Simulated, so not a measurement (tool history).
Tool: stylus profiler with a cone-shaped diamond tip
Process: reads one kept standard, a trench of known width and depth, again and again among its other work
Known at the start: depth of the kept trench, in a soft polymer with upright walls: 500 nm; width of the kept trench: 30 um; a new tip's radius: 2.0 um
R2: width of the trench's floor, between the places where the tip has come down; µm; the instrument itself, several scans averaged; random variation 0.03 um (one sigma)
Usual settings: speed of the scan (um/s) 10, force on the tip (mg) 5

run 1 hour=0 | speed_of_the_scan_(um/s)=10 force_on_the_tip_(mg)=5 | depth_of_the_trench_(Å)=5063.3 R2=27.04
run 2 hour=14 | speed_of_the_scan_(um/s)=10 force_on_the_tip_(mg)=5 | depth_of_the_trench_(Å)=5064.3 R2=26.99
run 3 hour=29.6 | speed_of_the_scan_(um/s)=32 force_on_the_tip_(mg)=5 | depth_of_the_trench_(Å)=5066.9 R2=26.96
run 4 hour=43.7 | speed_of_the_scan_(um/s)=32 force_on_the_tip_(mg)=5 | depth_of_the_trench_(Å)=5066.2 R2=26.92
run 5 hour=60 | speed_of_the_scan_(um/s)=3 force_on_the_tip_(mg)=5 | depth_of_the_trench_(Å)=5064.9 R2=27.07
run 6 hour=74.6 | speed_of_the_scan_(um/s)=4 force_on_the_tip_(mg)=5 | depth_of_the_trench_(Å)=5068.3 R2=26.97
run 7 hour=91.9 | speed_of_the_scan_(um/s)=4 force_on_the_tip_(mg)=5 | depth_of_the_trench_(Å)=5067.9 R2=27.06
run 8 hour=112.8 | speed_of_the_scan_(um/s)=4 force_on_the_tip_(mg)=5 | depth_of_the_trench_(Å)=5065.2 R2=27.02
run 9 hour=127.9 | speed_of_the_scan_(um/s)=4 force_on_the_tip_(mg)=5 | depth_of_the_trench_(Å)=5067.4 R2=27.04
run 10 hour=146.6 | speed_of_the_scan_(um/s)=4 force_on_the_tip_(mg)=5 | depth_of_the_trench_(Å)=5068.1 R2=27
run 11 hour=162.2 | speed_of_the_scan_(um/s)=4 force_on_the_tip_(mg)=5 | depth_of_the_trench_(Å)=5068.3 R2=26.99
run 12 hour=172.2 | speed_of_the_scan_(um/s)=4 force_on_the_tip_(mg)=5 | depth_of_the_trench_(Å)=5068.4 R2=26.95
run 13 hour=194.4 | speed_of_the_scan_(um/s)=4 force_on_the_tip_(mg)=5 | depth_of_the_trench_(Å)=5068 R2=26.97
run 14 hour=211.7 | speed_of_the_scan_(um/s)=4 force_on_the_tip_(mg)=5 | depth_of_the_trench_(Å)=5068.1 R2=26.93
run 15 hour=228.4 | speed_of_the_scan_(um/s)=10 force_on_the_tip_(mg)=5.13 | depth_of_the_trench_(Å)=5070.9 R2=26.93
run 16 hour=239.2 | speed_of_the_scan_(um/s)=10 force_on_the_tip_(mg)=1.85 | depth_of_the_trench_(Å)=5039.7 R2=26.9
run 17 hour=260.4 | speed_of_the_scan_(um/s)=17 force_on_the_tip_(mg)=6.19 | depth_of_the_trench_(Å)=5077.2 R2=26.93
run 18 hour=270.5 | speed_of_the_scan_(um/s)=24 force_on_the_tip_(mg)=3.53 | depth_of_the_trench_(Å)=5057.1 R2=26.83
run 19 hour=289.6 | speed_of_the_scan_(um/s)=32 force_on_the_tip_(mg)=1.77 | depth_of_the_trench_(Å)=5039.2 R2=26.7
run 20 hour=310.1 | speed_of_the_scan_(um/s)=38 force_on_the_tip_(mg)=13.42 | depth_of_the_trench_(Å)=5121.7 R2=26.84
run 21 hour=332.8 | speed_of_the_scan_(um/s)=38 force_on_the_tip_(mg)=13.42 | depth_of_the_trench_(Å)=5121.1 R2=26.86
run 22 hour=349.7 | speed_of_the_scan_(um/s)=5 force_on_the_tip_(mg)=4.59 | depth_of_the_trench_(Å)=5067.6 R2=26.92
-- hour=351.3 height scale calibrated on a step standard
run 23 hour=368 | speed_of_the_scan_(um/s)=2 force_on_the_tip_(mg)=13.61 | depth_of_the_trench_(Å)=5129.4 R2=26.9
run 24 hour=391.6 | speed_of_the_scan_(um/s)=13 force_on_the_tip_(mg)=7.3 | depth_of_the_trench_(Å)=5092.6 R2=26.86
-- hour=403.5 height scale calibrated on a step standard, once more
run 25 hour=412.6 | speed_of_the_scan_(um/s)=3 force_on_the_tip_(mg)=2.5 | depth_of_the_trench_(Å)=5029.1 R2=26.89
run 26 hour=432.6 | speed_of_the_scan_(um/s)=23 force_on_the_tip_(mg)=8.64 | depth_of_the_trench_(Å)=5077.7 R2=26.81
run 27 hour=450.1 | speed_of_the_scan_(um/s)=23 force_on_the_tip_(mg)=8.64 | depth_of_the_trench_(Å)=5078.5 R2=26.75
run 28 hour=468.8 | speed_of_the_scan_(um/s)=3 force_on_the_tip_(mg)=3.25 | depth_of_the_trench_(Å)=5040.4 R2=26.83
run 29 hour=492.3 | speed_of_the_scan_(um/s)=11 force_on_the_tip_(mg)=7.38 | depth_of_the_trench_(Å)=5068.8 R2=26.85
run 30 hour=512.8 | speed_of_the_scan_(um/s)=14 force_on_the_tip_(mg)=5.84 | depth_of_the_trench_(Å)=5061.5 R2=26.75
run 31 hour=529.2 | speed_of_the_scan_(um/s)=14 force_on_the_tip_(mg)=5.84 | depth_of_the_trench_(Å)=5061.5 R2=26.78
run 32 hour=549.4 | speed_of_the_scan_(um/s)=6 force_on_the_tip_(mg)=9.79 | depth_of_the_trench_(Å)=5085.8 R2=26.8

5 ways to go on from here, each from the tool as it stands after run 32. What would each give?
run A hour=562 | speed_of_the_scan_(um/s)=3 force_on_the_tip_(mg)=3.7 | depth_of_the_trench_(Å)=? R2=?
run B hour=562 | speed_of_the_scan_(um/s)=11 force_on_the_tip_(mg)=1.98 | depth_of_the_trench_(Å)=? R2=?
run C hour=562 | speed_of_the_scan_(um/s)=7 force_on_the_tip_(mg)=10.56 | depth_of_the_trench_(Å)=? R2=?
run D hour=562 | speed_of_the_scan_(um/s)=6 force_on_the_tip_(mg)=10.84 | depth_of_the_trench_(Å)=? R2=?
run E hour=562 | speed_of_the_scan_(um/s)=2 force_on_the_tip_(mg)=2.87 | depth_of_the_trench_(Å)=? R2=?

run=A depth_of_the_trench_(Å)=5043.5 R2=26.84
run=B depth_of_the_trench_(Å)=5028.2 R2=26.77
run=C depth_of_the_trench_(Å)=5090.9 R2=26.81
run=D depth_of_the_trench_(Å)=5088.9 R2=26.85
run=E depth_of_the_trench_(Å)=5037.9 R2=26.81
Without the tool's hidden state the same runs would have given:
run=A depth_of_the_trench_(Å)=5043.3 R2=27.36
run=B depth_of_the_trench_(Å)=5027.9 R2=27.29
run=C depth_of_the_trench_(Å)=5090.6 R2=27.33
run=D depth_of_the_trench_(Å)=5088.7 R2=27.37
run=E depth_of_the_trench_(Å)=5037.7 R2=27.33

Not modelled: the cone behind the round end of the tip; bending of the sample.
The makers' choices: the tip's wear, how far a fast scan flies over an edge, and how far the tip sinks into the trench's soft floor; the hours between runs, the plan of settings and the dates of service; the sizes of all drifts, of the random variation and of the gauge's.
